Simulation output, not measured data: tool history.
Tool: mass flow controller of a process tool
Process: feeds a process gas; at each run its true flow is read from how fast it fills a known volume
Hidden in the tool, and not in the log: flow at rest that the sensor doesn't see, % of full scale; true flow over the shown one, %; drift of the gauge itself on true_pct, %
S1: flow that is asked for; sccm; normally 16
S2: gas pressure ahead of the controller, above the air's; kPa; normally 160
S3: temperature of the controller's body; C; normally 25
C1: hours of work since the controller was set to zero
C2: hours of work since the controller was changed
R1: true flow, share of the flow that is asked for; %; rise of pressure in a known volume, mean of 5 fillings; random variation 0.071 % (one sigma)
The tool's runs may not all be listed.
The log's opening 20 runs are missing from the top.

| run | hour | S1 | S2 | S3 | C1 | C2 | R1 |
|---|---|---|---|---|---|---|---|
| 21 | 2122.4 | 9 | 163 | 31 | 2521 | 2521 | 99.27 |
| 22 | 2183.6 | 4 | 250 | 34 | 2543 | 2543 | 98.23 |
| 23 | 2257.4 | 8 | 256 | 30 | 2569 | 2569 | 98.69 |
| 24 | 2380.9 | 8 | 256 | 30 | 2612 | 2612 | 98.64 |
| 25 | 2449.3 | 8 | 256 | 30 | 2636 | 2636 | 98.59 |
| 26 | 2533.6 | 8 | 256 | 21 | 2666 | 2666 | 99.00 |
| 27 | 2664.9 | 15 | 189 | 38 | 2712 | 2712 | 99.16 |
| 28 | 2735.3 | 15 | 189 | 38 | 2736 | 2736 | 99.21 |
| 29 | 2875.3 | 7 | 240 | 28 | 2785 | 2785 | 98.75 |
| 30 | 2965.8 | 7 | 219 | 28 | 2817 | 2817 | 98.92 |
| 31 | 3068.3 | 18 | 236 | 25 | 2853 | 2853 | 99.69 |
| 32 | 3181.4 | 18 | 236 | 25 | 2893 | 2893 | 99.51 |

Run 33, settings as shown, results not yet in. Your forecast:
| 33 | 3286.3 | 18 | 236 | 25 | 2930 | 2930 | ? |

R1: 99.62 %
Take away the tool's hidden state, keep the run-to-run variation as it was, and the same run would have given R1 99.62 %.

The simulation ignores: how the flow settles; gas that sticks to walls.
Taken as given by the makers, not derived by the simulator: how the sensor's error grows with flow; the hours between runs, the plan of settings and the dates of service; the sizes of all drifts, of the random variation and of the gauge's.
